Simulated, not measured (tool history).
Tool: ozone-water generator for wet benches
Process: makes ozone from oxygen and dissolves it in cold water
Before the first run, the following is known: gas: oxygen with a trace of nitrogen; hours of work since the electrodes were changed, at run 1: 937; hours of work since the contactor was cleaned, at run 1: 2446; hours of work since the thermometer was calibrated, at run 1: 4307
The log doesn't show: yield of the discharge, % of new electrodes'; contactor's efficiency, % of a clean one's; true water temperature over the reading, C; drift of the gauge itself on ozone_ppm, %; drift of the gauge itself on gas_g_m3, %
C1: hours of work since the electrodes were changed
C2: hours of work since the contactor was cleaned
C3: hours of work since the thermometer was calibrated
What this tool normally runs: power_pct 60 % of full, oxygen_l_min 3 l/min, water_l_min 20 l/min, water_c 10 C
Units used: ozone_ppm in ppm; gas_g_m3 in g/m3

{"run": 1, "hour": 0.0, "power_pct": 60, "oxygen_l_min": 3, "water_l_min": 20, "water_c": 10, "C1": 937, "C2": 2446, "C3": 4307, "ozone_ppm": 16.7, "gas_g_m3": 184.2}
{"run": 2, "hour": 86.0, "power_pct": 60, "oxygen_l_min": 3, "water_l_min": 20, "water_c": 10, "C1": 1023, "C2": 2532, "C3": 4393, "ozone_ppm": 16.4, "gas_g_m3": 183.6}
{"run": 3, "hour": 172.7, "power_pct": 50, "oxygen_l_min": 3, "water_l_min": 20, "water_c": 10, "C1": 1109, "C2": 2618, "C3": 4479, "ozone_ppm": 14, "gas_g_m3": 156.7}
{"run": 4, "hour": 245.0, "power_pct": 60, "oxygen_l_min": 3, "water_l_min": 20, "water_c": 10, "C1": 1181, "C2": 2690, "C3": 4552, "ozone_ppm": 16.3, "gas_g_m3": 182.4}
{"run": 5, "hour": 313.2, "power_pct": 60, "oxygen_l_min": 3, "water_l_min": 20, "water_c": 10, "C1": 1250, "C2": 2758, "C3": 4620, "ozone_ppm": 16.5, "gas_g_m3": 183.4}
{"run": 6, "hour": 382.0, "power_pct": 60, "oxygen_l_min": 3, "water_l_min": 20, "water_c": 15, "C1": 1318, "C2": 2827, "C3": 4688, "ozone_ppm": 16.1, "gas_g_m3": 181.8}
{"run": 7, "hour": 418.8, "power_pct": 60, "oxygen_l_min": 3, "water_l_min": 20, "water_c": 10, "C1": 1355, "C2": 2864, "C3": 4725, "ozone_ppm": 16.3, "gas_g_m3": 181.3}
{"run": 8, "hour": 463.4, "power_pct": 60, "oxygen_l_min": 3, "water_l_min": 20, "water_c": 10, "C1": 1399, "C2": 2908, "C3": 4769, "ozone_ppm": 16.2, "gas_g_m3": 183.1}
{"run": 9, "hour": 521.9, "power_pct": 60, "oxygen_l_min": 1.91, "water_l_min": 20, "water_c": 10, "C1": 1458, "C2": 2966, "C3": 4828, "ozone_ppm": 15.1, "gas_g_m3": 241}
{"run": 10, "hour": 583.3, "power_pct": 60, "oxygen_l_min": 1.91, "water_l_min": 20, "water_c": 10, "C1": 1519, "C2": 3028, "C3": 4889, "ozone_ppm": 15.5, "gas_g_m3": 244.1}
{"run": 11, "hour": 636.7, "power_pct": 60, "oxygen_l_min": 1.91, "water_l_min": 20, "water_c": 15, "C1": 1572, "C2": 3081, "C3": 4942, "ozone_ppm": 14.7, "gas_g_m3": 241.8}
{"run": 12, "hour": 684.0, "power_pct": 60, "oxygen_l_min": 1.91, "water_l_min": 20, "water_c": 15, "C1": 1619, "C2": 3128, "C3": 4989, "ozone_ppm": 14.7, "gas_g_m3": 242.9}
{"run": 13, "hour": 738.8, "power_pct": 60, "oxygen_l_min": 1.91, "water_l_min": 20, "water_c": 15, "C1": 1674, "C2": 3183, "C3": 5044, "ozone_ppm": 14.6, "gas_g_m3": 242.3}
{"run": 14, "hour": 803.1, "power_pct": 60, "oxygen_l_min": 3, "water_l_min": 20, "water_c": 10, "C1": 1738, "C2": 3247, "C3": 5108, "ozone_ppm": 16.4, "gas_g_m3": 182}
{"run": 15, "hour": 876.9, "power_pct": 60, "oxygen_l_min": 3, "water_l_min": 20, "water_c": 10, "C1": 1812, "C2": 3321, "C3": 5182, "ozone_ppm": 16.1, "gas_g_m3": 179.4}
{"run": 16, "hour": 957.8, "power_pct": 60, "oxygen_l_min": 3, "water_l_min": 20, "water_c": 10, "C1": 1893, "C2": 3401, "C3": 5263, "ozone_ppm": 16, "gas_g_m3": 179.5}
{"run": 17, "hour": 1032.0, "power_pct": 60, "oxygen_l_min": 3, "water_l_min": 20, "water_c": 10, "C1": 1967, "C2": 3475, "C3": 5337, "ozone_ppm": 16.2, "gas_g_m3": 178.4}
{"run": 18, "hour": 1093.5, "power_pct": 60, "oxygen_l_min": 3, "water_l_min": 20, "water_c": 10, "C1": 2028, "C2": 3537, "C3": 5398, "ozone_ppm": 16.1, "gas_g_m3": 179.8}
{"run": 19, "hour": 1144.0, "power_pct": 60, "oxygen_l_min": 3, "water_l_min": 31, "water_c": 10, "C1": 2078, "C2": 3587, "C3": 5448, "ozone_ppm": 9.8, "gas_g_m3": 179.5}
{"run": 20, "hour": 1215.4, "power_pct": 60, "oxygen_l_min": 4.33, "water_l_min": 31, "water_c": 10, "C1": 2150, "C2": 3658, "C3": 5520, "ozone_ppm": 10.4, "gas_g_m3": 141}
{"run": 21, "hour": 1263.3, "power_pct": 60, "oxygen_l_min": 5.22, "water_l_min": 14, "water_c": 10, "C1": 2197, "C2": 3706, "C3": 5568, "ozone_ppm": 21.7, "gas_g_m3": 126}
{"run": 22, "hour": 1316.6, "power_pct": 60, "oxygen_l_min": 5.22, "water_l_min": 14, "water_c": 10, "C1": 2251, "C2": 3759, "C3": 5621, "ozone_ppm": 21.7, "gas_g_m3": 125.9}
{"run": 23, "hour": 1384.3, "power_pct": 60, "oxygen_l_min": 4.16, "water_l_min": 22, "water_c": 16, "C1": 2318, "C2": 3827, "C3": 5688, "ozone_ppm": 13.9, "gas_g_m3": 145.8}
{"hour": 1448.4, "done": "contactor cleaned"}
{"run": 24, "hour": 1461.0, "power_pct": 51, "oxygen_l_min": 3, "water_l_min": 31, "water_c": 10, "C1": 2391, "C2": 13, "C3": 5761, "ozone_ppm": 8.8, "gas_g_m3": 155.7}
{"run": 25, "hour": 1516.0, "power_pct": 51, "oxygen_l_min": 3, "water_l_min": 16, "water_c": 9, "C1": 2446, "C2": 67, "C3": 5816, "ozone_ppm": 17.6, "gas_g_m3": 155.3}
{"run": 26, "hour": 1574.6, "power_pct": 44, "oxygen_l_min": 2.06, "water_l_min": 16, "water_c": 5, "C1": 2504, "C2": 126, "C3": 5874, "ozone_ppm": 15.5, "gas_g_m3": 173.5}
{"run": 27, "hour": 1656.3, "power_pct": 44, "oxygen_l_min": 2.06, "water_l_min": 16, "water_c": 5, "C1": 2586, "C2": 207, "C3": 5956, "ozone_ppm": 15.2, "gas_g_m3": 174.9}
{"hour": 1681.3, "done": "water thermometer calibrated"}
{"run": 28, "hour": 1735.6, "power_pct": 65, "oxygen_l_min": 1.54, "water_l_min": 15, "water_c": 6, "C1": 2664, "C2": 286, "C3": 54, "ozone_ppm": 21.8, "gas_g_m3": 291.5}
{"run": 29, "hour": 1777.8, "power_pct": 54, "oxygen_l_min": 1.54, "water_l_min": 15, "water_c": 6, "C1": 2706, "C2": 328, "C3": 96, "ozone_ppm": 18.5, "gas_g_m3": 249.6}
{"run": 30, "hour": 1861.0, "power_pct": 97, "oxygen_l_min": 2.91, "water_l_min": 28, "water_c": 10, "C1": 2789, "C2": 411, "C3": 179, "ozone_ppm": 16.6, "gas_g_m3": 269.9}
{"run": 31, "hour": 1936.8, "power_pct": 97, "oxygen_l_min": 2.91, "water_l_min": 28, "water_c": 6, "C1": 2865, "C2": 487, "C3": 255, "ozone_ppm": 17.1, "gas_g_m3": 267.7}
{"run": 32, "hour": 1991.4, "power_pct": 95, "oxygen_l_min": 3.73, "water_l_min": 24, "water_c": 9, "C1": 2919, "C2": 541, "C3": 309, "ozone_ppm": 20.3, "gas_g_m3": 227.5}

4 options for the next run, each taken on its own from the tool as it stands now. Forecast them:
{"run": "A", "hour": 2035.8, "power_pct": 46, "oxygen_l_min": 3, "water_l_min": 20, "water_c": 10, "C1": 2964, "C2": 586, "C3": 354, "ozone_ppm": "?", "gas_g_m3": "?"}
{"run": "B", "hour": 2035.8, "power_pct": 60, "oxygen_l_min": 3, "water_l_min": 18, "water_c": 10, "C1": 2964, "C2": 586, "C3": 354, "ozone_ppm": "?", "gas_g_m3": "?"}
{"run": "C", "hour": 2035.8, "power_pct": 54, "oxygen_l_min": 5.35, "water_l_min": 24, "water_c": 12, "C1": 2964, "C2": 586, "C3": 354, "ozone_ppm": "?", "gas_g_m3": "?"}
{"run": "D", "hour": 2035.8, "power_pct": 60, "oxygen_l_min": 3, "water_l_min": 21, "water_c": 14, "C1": 2964, "C2": 586, "C3": 354, "ozone_ppm": "?", "gas_g_m3": "?"}

run=A ozone_ppm=12.8 gas_g_m3=140.1
run=B ozone_ppm=17.6 gas_g_m3=175.3
run=C ozone_ppm=12.3 gas_g_m3=111.7
run=D ozone_ppm=14.9 gas_g_m3=176.5
Had the tool no hidden state, the same runs would have come out as:
run=A ozone_ppm=13.5 gas_g_m3=146.4
run=B ozone_ppm=18.8 gas_g_m3=186.2
run=C ozone_ppm=13.1 gas_g_m3=117.8
run=D ozone_ppm=15.9 gas_g_m3=187.4
